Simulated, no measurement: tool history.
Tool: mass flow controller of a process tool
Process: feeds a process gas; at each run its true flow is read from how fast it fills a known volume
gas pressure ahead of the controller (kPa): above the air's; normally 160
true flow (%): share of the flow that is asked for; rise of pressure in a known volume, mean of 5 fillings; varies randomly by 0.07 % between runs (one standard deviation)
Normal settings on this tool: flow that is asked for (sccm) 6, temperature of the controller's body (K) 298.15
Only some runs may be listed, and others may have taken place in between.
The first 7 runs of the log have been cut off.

run    hour  flow that is asked for (sccm)  gas pressure ahead of the controller (kPa)  temperature of the controller's body (K)  hours of work since the controller was set to zero  hours of work since the controller was changed  true flow (%)
  8    1411                             14                                         160                                    298.15                                                3021                                            3021          97.33
  9    1672                              6                                         160                                    298.15                                                3107                                            3107          95.38
 10  1936.2                              6                                         160                                    298.15                                                3193                                            3193          95.41
 11  2231.5                              6                                         160                                    298.15                                                3290                                            3290          95.29
 12  2491.1                              6                                         160                                    298.15                                                3375                                            3375          95.21
 13  2787.8                              6                                         160                                    298.15                                                3472                                            3472          94.89
 14    2969                              9                                         160                                    298.15                                                3531                                            3531          95.89
     2985.5  -- controller's zero set anew
 15  3148.4                              6                                         160                                    312.15                                                  53                                            3590          94.75
 16  3282.6                              6                                         160                                    299.15                                                  97                                            3634          93.59
 17  3491.7                              6                                         160                                    299.15                                                 166                                            3702          93.46
 18    3698                              6                                         160                                    299.15                                                 233                                            3770           93.5
 19  3953.2                             15                                         160                                    298.15                                                 317                                            3854          96.27
 20  4096.8                             15                                         160                                    298.15                                                 364                                            3901          96.29
 21  4342.5                             15                                         160                                    298.15                                                 444                                            3981           96.3
 22    4572                             13                                         160                                    308.15                                                 520                                            4056           96.5
     4814.4  -- controller's zero set anew, once more
 23  4821.6                              6                                         253                                    298.15                                                   2                                            4138          96.03
 24  5102.7                             14                                         160                                    299.15                                                  94                                            4230          97.44
 25  5363.8                             14                                         160                                    299.15                                                 180                                            4315          97.29
 26  5560.6                              4                                         171                                    312.15                                                 244                                            4380          97.16
 27    5841                             19                                         181                                    298.15                                                 336                                            4472          97.56
 28  6093.5                             19                                         181                                    298.15                                                 419                                            4554          97.48

What will run 29 give?
 29  6303.5                              3                                         160                                    299.15                                                 488                                            4623              ?

Run 29 came out at true flow (%) 95.47.
Were there no unlogged condition in the tool, this run, its random variation unchanged, would have produced true flow (%) 98.6.

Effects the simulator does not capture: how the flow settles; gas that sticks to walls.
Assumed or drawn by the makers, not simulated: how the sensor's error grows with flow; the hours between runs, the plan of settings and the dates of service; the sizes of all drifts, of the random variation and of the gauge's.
